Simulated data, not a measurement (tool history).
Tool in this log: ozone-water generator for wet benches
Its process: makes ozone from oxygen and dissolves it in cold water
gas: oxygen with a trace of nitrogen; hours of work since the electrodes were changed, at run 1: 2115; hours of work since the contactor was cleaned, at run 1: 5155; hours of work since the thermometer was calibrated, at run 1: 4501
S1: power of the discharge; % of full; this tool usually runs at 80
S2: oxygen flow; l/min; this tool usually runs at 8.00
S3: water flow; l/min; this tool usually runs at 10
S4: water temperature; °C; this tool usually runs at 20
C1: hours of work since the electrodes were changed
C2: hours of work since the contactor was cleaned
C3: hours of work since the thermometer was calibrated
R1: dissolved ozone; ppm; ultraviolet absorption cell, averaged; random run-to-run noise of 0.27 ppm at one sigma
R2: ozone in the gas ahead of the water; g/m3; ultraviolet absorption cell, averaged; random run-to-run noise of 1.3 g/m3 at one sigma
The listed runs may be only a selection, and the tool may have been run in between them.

run 1 hour=0.0 | S1=80 S2=8.00 S3=10 S4=20 | C1=2115 C2=5155 C3=4501 | R1=42.5 R2=250.1
run 2 hour=73.5 | S1=80 S2=8.00 S3=10 S4=13 | C1=2179 C2=5220 C3=4566 | R1=49.2 R2=246.0
run 3 hour=152.2 | S1=80 S2=4.42 S3=10 S4=20 | C1=2249 C2=5290 C3=4636 | R1=48.8 R2=353.6
run 4 hour=276.7 | S1=80 S2=4.42 S3=10 S4=16 | C1=2359 C2=5400 C3=4746 | R1=52.1 R2=350.9
run 5 hour=385.7 | S1=80 S2=6.19 S3=10 S4=20 | C1=2455 C2=5496 C3=4842 | R1=45.4 R2=289.6
run 6 hour=456.5 | S1=80 S2=6.19 S3=10 S4=20 | C1=2517 C2=5558 C3=4904 | R1=44.8 R2=288.4
run 7 hour=572.5 | S1=80 S2=6.19 S3=10 S4=20 | C1=2620 C2=5661 C3=5007 | R1=45.4 R2=288.9
run 8 hour=642.9 | S1=80 S2=8.00 S3=10 S4=20 | C1=2682 C2=5723 C3=5069 | R1=42.2 R2=245.5
run 9 hour=742.5 | S1=80 S2=7.44 S3=10 S4=20 | C1=2770 C2=5810 C3=5157 | R1=42.9 R2=257.8
run 10 hour=815.1 | S1=80 S2=7.44 S3=10 S4=20 | C1=2834 C2=5875 C3=5221 | R1=43.3 R2=260.4
run 11 hour=929.4 | S1=80 S2=7.44 S3=10 S4=20 | C1=2935 C2=5975 C3=5321 | R1=43.0 R2=260.7
run 12 hour=990.6 | S1=80 S2=7.44 S3=10 S4=20 | C1=2989 C2=6029 C3=5375 | R1=42.6 R2=256.5
run 13 hour=1123.7 | S1=80 S2=7.44 S3=10 S4=20 | C1=3106 C2=6147 C3=5493 | R1=43.4 R2=258.0
run 14 hour=1223.5 | S1=80 S2=7.44 S3=10 S4=20 | C1=3194 C2=6235 C3=5581 | R1=42.9 R2=259.0
run 15 hour=1280.1 | S1=80 S2=7.44 S3=10 S4=20 | C1=3244 C2=6285 C3=5631 | R1=43.3 R2=259.1
-- hour=1330.1 water thermometer calibrated
run 16 hour=1413.4 | S1=80 S2=7.44 S3=10 S4=20 | C1=3361 C2=6402 C3=73 | R1=43.2 R2=259.8
run 17 hour=1499.1 | S1=80 S2=7.44 S3=10 S4=20 | C1=3437 C2=6478 C3=149 | R1=42.8 R2=257.3
run 18 hour=1603.2 | S1=80 S2=7.44 S3=10 S4=20 | C1=3529 C2=6569 C3=241 | R1=43.3 R2=256.5
run 19 hour=1660.1 | S1=80 S2=13.16 S3=7 S4=20 | C1=3579 C2=6620 C3=291 | R1=40.3 R2=183.3
run 20 hour=1724.7 | S1=80 S2=13.16 S3=7 S4=20 | C1=3636 C2=6677 C3=348 | R1=40.2 R2=184.0
run 21 hour=1853.4 | S1=80 S2=8.00 S3=7 S4=19 | C1=3749 C2=6790 C3=462 | R1=51.1 R2=244.1
run 22 hour=1984.6 | S1=85 S2=5.06 S3=10 S4=16 | C1=3865 C2=6906 C3=577 | R1=53.5 R2=337.2
run 23 hour=2054.9 | S1=41 S2=7.95 S3=8 S4=18 | C1=3927 C2=6968 C3=639 | R1=31.6 R2=161.0
run 24 hour=2149.9 | S1=41 S2=7.95 S3=8 S4=18 | C1=4011 C2=7052 C3=723 | R1=31.9 R2=158.1
run 25 hour=2218.0 | S1=80 S2=4.51 S3=10 S4=28 | C1=4071 C2=7112 C3=783 | R1=41.8 R2=343.3
run 26 hour=2349.1 | S1=80 S2=4.51 S3=10 S4=28 | C1=4187 C2=7228 C3=899 | R1=41.0 R2=342.4
run 27 hour=2446.2 | S1=58 S2=8.00 S3=10 S4=20 | C1=4272 C2=7313 C3=985 | R1=33.8 R2=198.5
run 28 hour=2531.5 | S1=58 S2=8.00 S3=10 S4=20 | C1=4348 C2=7388 C3=1060 | R1=33.9 R2=199.7
run 29 hour=2642.0 | S1=45 S2=10.29 S3=12 S4=26 | C1=4445 C2=7486 C3=1157 | R1=21.0 R2=144.7
run 30 hour=2724.3 | S1=45 S2=10.29 S3=12 S4=26 | C1=4518 C2=7559 C3=1230 | R1=21.0 R2=145.3
run 31 hour=2819.4 | S1=80 S2=11.33 S3=10 S4=20 | C1=4602 C2=7642 C3=1314 | R1=37.4 R2=197.0
run 32 hour=2897.4 | S1=80 S2=11.33 S3=10 S4=20 | C1=4670 C2=7711 C3=1383 | R1=37.2 R2=199.8
run 33 hour=2999.5 | S1=77 S2=13.11 S3=10 S4=20 | C1=4761 C2=7801 C3=1473 | R1=34.0 R2=177.8

Alternative continuations, all from the tool just after run 33; predict every row:
run A hour=3066.0 | S1=77 S2=9.36 S3=10 S4=20 | C1=4819 C2=7860 C3=1532 | R1=? R2=?
run B hour=3066.0 | S1=81 S2=7.20 S3=10 S4=20 | C1=4819 C2=7860 C3=1532 | R1=? R2=?
run C hour=3066.0 | S1=83 S2=8.00 S3=9 S4=20 | C1=4819 C2=7860 C3=1532 | R1=? R2=?

run=A R1=39.0 R2=218.2
run=B R1=44.1 R2=262.1
run=C R1=45.7 R2=252.1
Had the tool no hidden state, the same runs would have come out as:
run=A R1=39.0 R2=223.5
run=B R1=44.1 R2=268.5
run=C R1=45.8 R2=258.2
